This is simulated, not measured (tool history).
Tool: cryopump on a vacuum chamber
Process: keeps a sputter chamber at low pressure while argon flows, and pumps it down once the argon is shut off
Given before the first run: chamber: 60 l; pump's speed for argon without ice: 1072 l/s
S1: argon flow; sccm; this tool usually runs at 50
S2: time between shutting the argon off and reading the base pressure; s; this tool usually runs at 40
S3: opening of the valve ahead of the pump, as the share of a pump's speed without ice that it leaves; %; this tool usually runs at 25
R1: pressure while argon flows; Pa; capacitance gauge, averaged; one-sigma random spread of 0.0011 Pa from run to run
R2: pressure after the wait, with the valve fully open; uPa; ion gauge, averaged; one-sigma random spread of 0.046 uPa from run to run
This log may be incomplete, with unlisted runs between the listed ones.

Run 1, hour 0: usual settings. Result: R1 0.3195 Pa, R2 3.4 uPa.
Run 2, hour 30.3: usual settings. Result: R1 0.3177 Pa, R2 3.45 uPa.
At hour 62.5: leaking fittings of the chamber tightened, without venting.
Run 3, hour 62.5: usual settings. Result: R1 0.3184 Pa, R2 2.83 uPa.
Run 4, hour 98.7: usual settings. Result: R1 0.3199 Pa, R2 2.79 uPa.
Run 5, hour 134.6: usual settings. Result: R1 0.3183 Pa, R2 2.83 uPa.
Run 6, hour 159.3: usual settings but S1 53 sccm, S2 67 s. Result: R1 0.3378 Pa, R2 1.88 uPa.
Run 7, hour 186.7: usual settings but S2 25 s. Result: R1 0.3179 Pa, R2 4.25 uPa.
Run 8, hour 230.6: usual settings but S1 54 sccm, S2 59 s, S3 39 %. Result: R1 0.223 Pa, R2 2.07 uPa.
Run 9, hour 267.4: usual settings but S1 54 sccm, S2 59 s, S3 17 %. Result: R1 0.5023 Pa, R2 2.12 uPa.
Run 10, hour 304: usual settings but S1 54 sccm, S2 59 s, S3 17 %. Result: R1 0.505 Pa, R2 2.15 uPa.

Here are 4 independent what-if runs from the current tool condition. What would each one return?
Run A, hour 344.8: usual settings but S1 52 sccm, S2 65 s, S3 26 %. Result: R1 ?, R2 ?.
Run B, hour 344.8: usual settings but S1 23 sccm, S2 145 s, S3 33 %. Result: R1 ?, R2 ?.
Run C, hour 344.8: usual settings but S1 86 sccm, S2 35 s, S3 44 %. Result: R1 ?, R2 ?.
Run D, hour 344.8: usual settings but S1 79 sccm, S2 180 s. Result: R1 ?, R2 ?.

run      R1    R2
  A  0.3218  2.05
  B   0.112  1.13
  C  0.3186  3.23
  D  0.5075  1.01
Had the tool no hidden state, the same runs would have come out as:
run      R1    R2
  A  0.3159  1.83
  B  0.1094  0.92
  C  0.3089  3.02
  D  0.4985   0.8
